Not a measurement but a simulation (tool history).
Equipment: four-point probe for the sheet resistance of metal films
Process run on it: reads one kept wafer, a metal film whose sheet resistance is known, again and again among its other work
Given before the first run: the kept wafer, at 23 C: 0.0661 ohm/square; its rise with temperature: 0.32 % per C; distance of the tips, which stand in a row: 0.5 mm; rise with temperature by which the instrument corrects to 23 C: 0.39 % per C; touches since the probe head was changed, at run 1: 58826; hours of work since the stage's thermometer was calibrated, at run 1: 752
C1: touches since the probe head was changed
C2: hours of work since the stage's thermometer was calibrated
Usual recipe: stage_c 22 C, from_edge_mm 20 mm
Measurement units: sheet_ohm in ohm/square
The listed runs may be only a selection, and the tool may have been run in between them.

run 1 day=0.000 | stage_c=22 from_edge_mm=20 | C1=58826 C2=752 | sheet_ohm=0.066170
run 2 day=2.542 | stage_c=22 from_edge_mm=20 | C1=61465 C2=796 | sheet_ohm=0.066181
run 3 day=5.675 | stage_c=20 from_edge_mm=20 | C1=64717 C2=850 | sheet_ohm=0.066263
run 4 day=7.212 | stage_c=28 from_edge_mm=20 | C1=66315 C2=877 | sheet_ohm=0.065906
run 5 day=10.329 | stage_c=28 from_edge_mm=20 | C1=69551 C2=931 | sheet_ohm=0.065907
run 6 day=13.050 | stage_c=28 from_edge_mm=20 | C1=72372 C2=978 | sheet_ohm=0.065908
run 7 day=16.238 | stage_c=22 from_edge_mm=20 | C1=75681 C2=1034 | sheet_ohm=0.066171
run 8 day=17.783 | stage_c=22 from_edge_mm=24 | C1=77290 C2=1061 | sheet_ohm=0.066163
run 9 day=19.421 | stage_c=33 from_edge_mm=20 | C1=78987 C2=1089 | sheet_ohm=0.065693
run 10 day=21.554 | stage_c=33 from_edge_mm=20 | C1=81203 C2=1126 | sheet_ohm=0.065681
run 11 day=23.858 | stage_c=33 from_edge_mm=20 | C1=83596 C2=1166 | sheet_ohm=0.065703
run 12 day=27.288 | stage_c=33 from_edge_mm=20 | C1=87153 C2=1226 | sheet_ohm=0.065684
run 13 day=29.500 | stage_c=33 from_edge_mm=35 | C1=89453 C2=1264 | sheet_ohm=0.065644
run 14 day=32.400 | stage_c=33 from_edge_mm=35 | C1=92465 C2=1315 | sheet_ohm=0.065661
run 15 day=34.833 | stage_c=33 from_edge_mm=35 | C1=94989 C2=1357 | sheet_ohm=0.065636
run 16 day=37.162 | stage_c=22 from_edge_mm=20 | C1=97407 C2=1398 | sheet_ohm=0.066167
run 17 day=38.921 | stage_c=22 from_edge_mm=20 | C1=99234 C2=1428 | sheet_ohm=0.066183
run 18 day=42.425 | stage_c=22 from_edge_mm=20 | C1=102872 C2=1489 | sheet_ohm=0.066164
run 19 day=44.308 | stage_c=22 from_edge_mm=20 | C1=104827 C2=1522 | sheet_ohm=0.066164
run 20 day=46.417 | stage_c=22 from_edge_mm=20 | C1=107016 C2=1558 | sheet_ohm=0.066134
-- day=47.983 stage's thermometer calibrated
run 21 day=48.033 | stage_c=22 from_edge_mm=39 | C1=108669 C2=1 | sheet_ohm=0.066153
run 22 day=51.188 | stage_c=22 from_edge_mm=20 | C1=111945 C2=56 | sheet_ohm=0.066156
run 23 day=54.025 | stage_c=22 from_edge_mm=20 | C1=114892 C2=105 | sheet_ohm=0.066174
run 24 day=57.538 | stage_c=22 from_edge_mm=20 | C1=118537 C2=166 | sheet_ohm=0.066156
run 25 day=60.792 | stage_c=22 from_edge_mm=20 | C1=121918 C2=223 | sheet_ohm=0.066193
run 26 day=62.708 | stage_c=24 from_edge_mm=24 | C1=123906 C2=256 | sheet_ohm=0.066078
run 27 day=65.654 | stage_c=26 from_edge_mm=20 | C1=126963 C2=307 | sheet_ohm=0.066023
run 28 day=68.308 | stage_c=34 from_edge_mm=32 | C1=129720 C2=353 | sheet_ohm=0.065618
run 29 day=71.467 | stage_c=34 from_edge_mm=54 | C1=133001 C2=408 | sheet_ohm=0.065607
run 30 day=73.162 | stage_c=29 from_edge_mm=58 | C1=134758 C2=438 | sheet_ohm=0.065820
run 31 day=75.267 | stage_c=28 from_edge_mm=10 | C1=136945 C2=474 | sheet_ohm=0.065962
run 32 day=77.479 | stage_c=19 from_edge_mm=21 | C1=139242 C2=513 | sheet_ohm=0.066304
run 33 day=80.667 | stage_c=18 from_edge_mm=22 | C1=142550 C2=568 | sheet_ohm=0.066343
run 34 day=83.967 | stage_c=27 from_edge_mm=29 | C1=145978 C2=625 | sheet_ohm=0.065946
run 35 day=87.308 | stage_c=32 from_edge_mm=21 | C1=149446 C2=683 | sheet_ohm=0.065717
run 36 day=90.154 | stage_c=20 from_edge_mm=21 | C1=152399 C2=733 | sheet_ohm=0.066253
run 37 day=91.962 | stage_c=20 from_edge_mm=21 | C1=154276 C2=764 | sheet_ohm=0.066232
run 38 day=94.438 | stage_c=29 from_edge_mm=35 | C1=156848 C2=807 | sheet_ohm=0.065846
run 39 day=96.375 | stage_c=24 from_edge_mm=11 | C1=158858 C2=841 | sheet_ohm=0.066147
run 40 day=98.258 | stage_c=24 from_edge_mm=50 | C1=160815 C2=874 | sheet_ohm=0.066054
run 41 day=99.879 | stage_c=22 from_edge_mm=35 | C1=162497 C2=902 | sheet_ohm=0.066139
run 42 day=101.579 | stage_c=23 from_edge_mm=5 | C1=164264 C2=932 | sheet_ohm=0.066442
run 43 day=104.042 | stage_c=33 from_edge_mm=11 | C1=166820 C2=974 | sheet_ohm=0.065745
run 44 day=106.888 | stage_c=31 from_edge_mm=3 | C1=169771 C2=1024 | sheet_ohm=0.066728
run 45 day=109.838 | stage_c=19 from_edge_mm=20 | C1=172834 C2=1075 | sheet_ohm=0.066315
run 46 day=111.458 | stage_c=22 from_edge_mm=19 | C1=174517 C2=1103 | sheet_ohm=0.066153

Consider 3 possible next runs. They are alternatives, not a sequence: every one starts from the tool as it was left by run 46. What does each give?
run A day=114.346 | stage_c=34 from_edge_mm=5 | C1=177515 C2=1153 | sheet_ohm=?
run B day=114.346 | stage_c=23 from_edge_mm=10 | C1=177515 C2=1153 | sheet_ohm=?
run C day=114.346 | stage_c=34 from_edge_mm=17 | C1=177515 C2=1153 | sheet_ohm=?

run=A sheet_ohm=0.065957
run=B sheet_ohm=0.066196
run=C sheet_ohm=0.065645
Stripped of hidden state, with their random variation kept, the same runs would have yielded:
run=A sheet_ohm=0.065961
run=B sheet_ohm=0.066200
run=C sheet_ohm=0.065648
